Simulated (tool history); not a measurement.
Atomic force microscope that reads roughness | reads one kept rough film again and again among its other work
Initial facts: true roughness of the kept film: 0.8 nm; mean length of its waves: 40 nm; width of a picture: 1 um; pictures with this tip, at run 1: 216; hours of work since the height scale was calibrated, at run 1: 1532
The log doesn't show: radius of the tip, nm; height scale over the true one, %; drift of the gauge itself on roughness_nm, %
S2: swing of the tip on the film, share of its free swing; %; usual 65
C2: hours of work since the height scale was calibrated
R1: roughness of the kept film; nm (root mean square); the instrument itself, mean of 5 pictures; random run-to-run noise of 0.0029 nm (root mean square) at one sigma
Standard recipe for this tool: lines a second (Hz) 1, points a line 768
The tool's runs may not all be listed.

Run 1, hour 0: usual settings; pictures with this tip 216; C2 1532. Result: R1 0.688 nm (root mean square).
At hour 19.5: new tip fitted.
Run 2, hour 52.1: usual settings; pictures with this tip 39; C2 1570. Result: R1 0.725 nm (root mean square).
Run 3, hour 82.6: usual settings; pictures with this tip 76; C2 1592. Result: R1 0.719 nm (root mean square).
At hour 89.9: height scale calibrated on a step standard.
Run 4, hour 112.5: usual settings; pictures with this tip 111; C2 17. Result: R1 0.71 nm (root mean square).
Run 5, hour 137.6: usual settings; pictures with this tip 141; C2 35. Result: R1 0.703 nm (root mean square).
Run 6, hour 188.3: usual settings; pictures with this tip 202; C2 72. Result: R1 0.697 nm (root mean square).
At hour 220.6: new tip fitted.
Run 7, hour 236.1: usual settings; pictures with this tip 19; C2 107. Result: R1 0.724 nm (root mean square).
Run 8, hour 270: usual settings; pictures with this tip 59; C2 132. Result: R1 0.719 nm (root mean square).
Run 9, hour 320.5: usual settings; pictures with this tip 120; C2 169. Result: R1 0.711 nm (root mean square).
At hour 327.6: height scale calibrated on a step standard, once more.
Run 10, hour 369.6: usual settings but points a line 335; pictures with this tip 178; C2 31. Result: R1 0.718 nm (root mean square).
Run 11, hour 413.7: usual settings but points a line 862; pictures with this tip 231; C2 63. Result: R1 0.711 nm (root mean square).
At hour 423.8: new tip fitted.
Run 12, hour 435.8: usual settings but S2 60 %; pictures with this tip 15; C2 79. Result: R1 0.756 nm (root mean square).
Run 13, hour 471.2: usual settings but S2 60 %; pictures with this tip 57; C2 105. Result: R1 0.753 nm (root mean square).
Run 14, hour 515.2: usual settings but S2 60 %, points a line 595; pictures with this tip 110; C2 138. Result: R1 0.743 nm (root mean square).
Run 15, hour 544.9: usual settings but S2 60 %, points a line 595; pictures with this tip 146; C2 160. Result: R1 0.733 nm (root mean square).
Run 16, hour 584.4: usual settings but points a line 395; pictures with this tip 193; C2 189. Result: R1 0.716 nm (root mean square).
Run 17, hour 612.5: usual settings but points a line 395; pictures with this tip 227; C2 209. Result: R1 0.713 nm (root mean square).
At hour 626.9: new tip fitted.
Run 18, hour 653.8: usual settings but lines a second (Hz) 1.14, points a line 551; pictures with this tip 32; C2 239. Result: R1 0.739 nm (root mean square).
Run 19, hour 702.2: usual settings but lines a second (Hz) 1.14, points a line 551; pictures with this tip 90; C2 275. Result: R1 0.724 nm (root mean square).
Run 20, hour 736.4: usual settings but lines a second (Hz) 1.14, points a line 551; pictures with this tip 131; C2 300. Result: R1 0.716 nm (root mean square).
Run 21, hour 767.6: usual settings but lines a second (Hz) 1.15, S2 85 %, points a line 607; pictures with this tip 168; C2 323. Result: R1 0.649 nm (root mean square).
Run 22, hour 816.8: usual settings but lines a second (Hz) 1.15, S2 67 %, points a line 607; pictures with this tip 228; C2 359. Result: R1 0.705 nm (root mean square).
At hour 830.1: new tip fitted.
Run 23, hour 858: usual settings but lines a second (Hz) 2.67, S2 78 %, points a line 343; pictures with this tip 33; C2 389. Result: R1 0.611 nm (root mean square).
Run 24, hour 906.9: usual settings but S2 90 %, points a line 957; pictures with this tip 92; C2 425. Result: R1 0.644 nm (root mean square).
Run 25, hour 933.7: usual settings but S2 83 %, points a line 957; pictures with this tip 124; C2 445. Result: R1 0.669 nm (root mean square).
Run 26, hour 959.5: usual settings but lines a second (Hz) 1.25; pictures with this tip 155; C2 464. Result: R1 0.711 nm (root mean square).
Run 27, hour 989: usual settings but S2 73 %; pictures with this tip 191; C2 486. Result: R1 0.693 nm (root mean square).
Run 28, hour 1011.9: usual settings but lines a second (Hz) 3.11, S2 86 %, points a line 427; pictures with this tip 218; C2 502. Result: R1 0.502 nm (root mean square).
At hour 1032.6: new tip fitted.
Run 29, hour 1058.8: usual settings but lines a second (Hz) 3.11, S2 86 %, points a line 427; pictures with this tip 31; C2 537. Result: R1 0.521 nm (root mean square).
Run 30, hour 1085.5: usual settings but lines a second (Hz) 3.11, S2 86 %, points a line 427; pictures with this tip 63; C2 556. Result: R1 0.52 nm (root mean square).
Run 31, hour 1110.2: usual settings but lines a second (Hz) 3.11, S2 86 %, points a line 427; pictures with this tip 93; C2 574. Result: R1 0.519 nm (root mean square).
Run 32, hour 1136.4: usual settings but lines a second (Hz) 3.11, S2 86 %, points a line 427; pictures with this tip 124; C2 594. Result: R1 0.512 nm (root mean square).
Run 33, hour 1167.3: usual settings but lines a second (Hz) 2.24, S2 76 %, points a line 754; pictures with this tip 161; C2 616. Result: R1 0.624 nm (root mean square).
Run 34, hour 1192.4: usual settings but lines a second (Hz) 2.24, S2 76 %, points a line 754; pictures with this tip 191; C2 635. Result: R1 0.619 nm (root mean square).

Predict each of these 3 candidate next runs independently; none follows another, all start after run 34:
Run A, hour 1226.2: usual settings but lines a second (Hz) 1.76, S2 76 %, points a line 754; pictures with this tip 232; C2 660. Result: R1 ?.
Run B, hour 1226.2: usual settings but points a line 764; pictures with this tip 232; C2 660. Result: R1 ?.
Run C, hour 1226.2: usual settings but lines a second (Hz) 2.2, S2 63 %, points a line 841; pictures with this tip 232; C2 660. Result: R1 ?.

run     R1
  A  0.632
  B  0.701
  C   0.68
Without the tool's hidden state the same runs would have given:
run     R1
  A  0.672
  B  0.744
  C  0.722

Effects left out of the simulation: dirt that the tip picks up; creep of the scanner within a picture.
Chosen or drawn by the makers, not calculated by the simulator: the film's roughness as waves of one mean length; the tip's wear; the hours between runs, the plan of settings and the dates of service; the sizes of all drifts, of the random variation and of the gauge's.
